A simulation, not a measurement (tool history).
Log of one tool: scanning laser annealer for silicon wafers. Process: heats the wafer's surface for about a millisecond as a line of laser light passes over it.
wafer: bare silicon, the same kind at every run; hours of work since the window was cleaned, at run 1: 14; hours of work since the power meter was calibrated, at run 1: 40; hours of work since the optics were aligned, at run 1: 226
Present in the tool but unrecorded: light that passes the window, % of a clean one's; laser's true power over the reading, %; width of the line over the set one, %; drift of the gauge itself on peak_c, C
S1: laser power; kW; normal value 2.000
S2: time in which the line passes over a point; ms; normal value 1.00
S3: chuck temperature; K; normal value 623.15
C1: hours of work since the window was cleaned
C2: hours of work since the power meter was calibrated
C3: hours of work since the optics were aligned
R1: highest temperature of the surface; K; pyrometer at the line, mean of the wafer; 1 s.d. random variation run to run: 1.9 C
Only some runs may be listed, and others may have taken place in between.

{"run": 1, "hour": 0.0, "S1": 2.0, "S2": 1.0, "S3": 623.15, "C1": 14, "C2": 40, "C3": 226, "R1": 1364.15}
{"run": 2, "hour": 9.8, "S1": 2.0, "S2": 1.0, "S3": 623.15, "C1": 20, "C2": 45, "C3": 232, "R1": 1363.15}
{"run": 3, "hour": 18.9, "S1": 2.0, "S2": 1.0, "S3": 623.15, "C1": 25, "C2": 51, "C3": 237, "R1": 1363.15}
{"run": 4, "hour": 23.6, "S1": 2.0, "S2": 1.0, "S3": 623.15, "C1": 28, "C2": 54, "C3": 240, "R1": 1366.15}
{"run": 5, "hour": 30.9, "S1": 2.0, "S2": 1.0, "S3": 623.15, "C1": 32, "C2": 58, "C3": 244, "R1": 1364.15}
{"run": 6, "hour": 40.2, "S1": 2.183, "S2": 0.75, "S3": 629.15, "C1": 38, "C2": 63, "C3": 250, "R1": 1316.15}
{"hour": 43.8, "done": "laser's power meter calibrated"}
{"run": 7, "hour": 54.1, "S1": 2.04, "S2": 1.0, "S3": 618.15, "C1": 44, "C2": 6, "C3": 256, "R1": 1374.15}
{"run": 8, "hour": 58.9, "S1": 2.04, "S2": 1.0, "S3": 649.15, "C1": 47, "C2": 9, "C3": 259, "R1": 1405.15}
{"run": 9, "hour": 68.5, "S1": 2.069, "S2": 0.98, "S3": 600.15, "C1": 53, "C2": 15, "C3": 265, "R1": 1358.15}
{"run": 10, "hour": 79.3, "S1": 2.069, "S2": 0.98, "S3": 600.15, "C1": 59, "C2": 21, "C3": 271, "R1": 1357.15}

Alternative continuations, all from the tool just after run 10; predict every row:
{"run": "A", "hour": 87.2, "S1": 1.969, "S2": 0.98, "S3": 662.15, "C1": 64, "C2": 26, "C3": 276, "R1": "?"}
{"run": "B", "hour": 87.2, "S1": 1.985, "S2": 0.72, "S3": 591.15, "C1": 64, "C2": 26, "C3": 276, "R1": "?"}
{"run": "C", "hour": 87.2, "S1": 2.086, "S2": 0.75, "S3": 646.15, "C1": 64, "C2": 26, "C3": 276, "R1": "?"}
{"run": "D", "hour": 87.2, "S1": 1.706, "S2": 0.73, "S3": 606.15, "C1": 64, "C2": 26, "C3": 276, "R1": "?"}

run=A R1=1382.15
run=B R1=1204.15
run=C R1=1306.15
run=D R1=1133.15
Without the tool's hidden state the same runs would have given:
run=A R1=1389.15
run=B R1=1209.15
run=C R1=1312.15
run=D R1=1138.15
